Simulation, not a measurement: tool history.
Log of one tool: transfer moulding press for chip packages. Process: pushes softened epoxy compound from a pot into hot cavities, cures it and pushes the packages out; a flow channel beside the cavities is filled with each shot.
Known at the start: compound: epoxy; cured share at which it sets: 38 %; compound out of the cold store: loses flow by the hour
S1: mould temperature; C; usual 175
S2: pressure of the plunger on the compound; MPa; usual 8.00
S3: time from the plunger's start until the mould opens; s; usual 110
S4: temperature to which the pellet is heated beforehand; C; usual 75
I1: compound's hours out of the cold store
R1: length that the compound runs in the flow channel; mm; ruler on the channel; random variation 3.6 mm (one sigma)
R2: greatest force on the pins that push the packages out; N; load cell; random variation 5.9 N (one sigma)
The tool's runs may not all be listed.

Run 1, day 0.000: usual settings; I1 45.9. Result: R1 461 mm, R2 288 N.
Run 2, day 0.996: usual settings but S3 115 s; I1 11.5. Result: R1 549 mm, R2 339 N.
At day 2.112: cavities cleaned with cleaning compound and waxed.
Run 3, day 2.158: usual settings but S3 115 s; I1 12.1. Result: R1 542 mm, R2 216 N.
Run 4, day 3.883: usual settings but S3 115 s; I1 19.3. Result: R1 523 mm, R2 342 N.
At day 5.158: cavities cleaned with cleaning compound and waxed.
Run 5, day 5.908: usual settings; I1 19.1. Result: R1 525 mm, R2 298 N.
Run 6, day 7.658: usual settings but S2 8.50 MPa; I1 17.3. Result: R1 536 mm, R2 397 N.
At day 8.046: cavities cleaned with cleaning compound and waxed.
Run 7, day 8.896: usual settings but S2 7.39 MPa; I1 17.8. Result: R1 497 mm, R2 316 N.
Run 8, day 10.192: usual settings but S3 149 s; I1 11.4. Result: R1 530 mm, R2 309 N.
At day 10.967: cavities cleaned with cleaning compound and waxed.
Run 9, day 11.512: usual settings but S3 149 s; I1 45.7. Result: R1 444 mm, R2 226 N.
Run 10, day 12.433: usual settings but S3 149 s; I1 18.5. Result: R1 512 mm, R2 270 N.
Run 11, day 13.325: usual settings but S3 149 s; I1 40.1. Result: R1 457 mm, R2 305 N.
At day 13.862: cavities cleaned with cleaning compound and waxed.
Run 12, day 14.512: usual settings; I1 25.8. Result: R1 479 mm, R2 280 N.
Run 13, day 15.800: usual settings but S3 127 s; I1 41.9. Result: R1 450 mm, R2 311 N.
At day 16.762: cavities cleaned with cleaning compound and waxed.
Run 14, day 17.275: usual settings but S3 127 s; I1 30.5. Result: R1 470 mm, R2 231 N.
At day 18.438: plunger's sealing rings changed.
Run 15, day 18.717: usual settings but S1 167 C, S2 7.18 MPa, S3 98 s, S4 70 C; I1 20.0. Result: R1 540 mm, R2 796 N.
At day 19.883: cavities cleaned with cleaning compound and waxed.
Run 16, day 20.512: usual settings but S1 167 C, S2 7.18 MPa, S3 98 s, S4 70 C; I1 22.7. Result: R1 534 mm, R2 656 N.
Run 17, day 21.646: usual settings but S1 167 C, S2 7.18 MPa, S3 98 s, S4 70 C; I1 40.2. Result: R1 493 mm, R2 782 N.
At day 22.783: cavities cleaned with cleaning compound and waxed.
Run 18, day 22.871: usual settings but S1 167 C, S2 7.18 MPa, S3 98 s, S4 70 C; I1 14.6. Result: R1 552 mm, R2 556 N.
Run 19, day 24.829: usual settings but S1 167 C, S2 7.73 MPa, S3 104 s, S4 73 C; I1 30.3. Result: R1 525 mm, R2 703 N.
At day 25.692: cavities cleaned with cleaning compound and waxed.
Run 20, day 27.012: usual settings but S1 173 C, S2 6.96 MPa, S3 131 s; I1 15.8. Result: R1 523 mm, R2 290 N.
At day 28.583: cavities cleaned with cleaning compound and waxed.
Run 21, day 28.583: usual settings but S3 126 s, S4 67 C; I1 45.1. Result: R1 484 mm, R2 210 N.
Run 22, day 29.925: usual settings but S3 126 s, S4 76 C; I1 14.2. Result: R1 547 mm, R2 289 N.
At day 31.533: cavities cleaned with cleaning compound and waxed.
Run 23, day 31.992: usual settings but S3 126 s, S4 76 C; I1 45.4. Result: R1 470 mm, R2 232 N.
Run 24, day 33.117: usual settings but S2 8.81 MPa, S3 126 s; I1 12.9. Result: R1 577 mm, R2 318 N.
Run 25, day 34.108: usual settings but S1 171 C, S2 7.84 MPa, S3 106 s, S4 80 C; I1 29.1. Result: R1 507 mm, R2 527 N.
At day 34.496: cavities cleaned with cleaning compound and waxed.
Run 26, day 35.771: usual settings but S1 179 C, S2 7.84 MPa, S3 106 s, S4 80 C; I1 43.9. Result: R1 458 mm, R2 294 N.
Run 27, day 36.888: usual settings but S2 7.01 MPa, S3 138 s, S4 78 C; I1 29.6. Result: R1 470 mm, R2 311 N.

Measured less the same run without the tool's hidden state. The same run-to-run variation is in both; the gauge's scatter may not be:
The hidden state here: true mould temperature over the reading, C; pressure that reaches the compound, % of what is set; grip of the stained cavities, % over clean ones'; drift of the gauge itself on flow_mm, %; drift of the gauge itself on push_out_n, %.
run   R1    R2
  1  -27   +68
  2  -34  +129
  3  -36    +9
  4  -38  +131
  5  -43   +70
  6  -48  +173
  7  -47   +82
  8  -53  +126
  9  -48   +39
 10  -57   +91
 11  -53  +129
 12  -58   +62
 13  -57  +122
 14  -63   +41
 15   +0  +315
 16   -4  +148
 17   -5  +310
 18   -7   +39
 19  -11  +287
 20  -15   +98
 21  -17    +6
 22  -22   +98
 23  -23   +45
 24  -31  +112
 25  -28  +240
 26  -29   +96
 27  -32  +131

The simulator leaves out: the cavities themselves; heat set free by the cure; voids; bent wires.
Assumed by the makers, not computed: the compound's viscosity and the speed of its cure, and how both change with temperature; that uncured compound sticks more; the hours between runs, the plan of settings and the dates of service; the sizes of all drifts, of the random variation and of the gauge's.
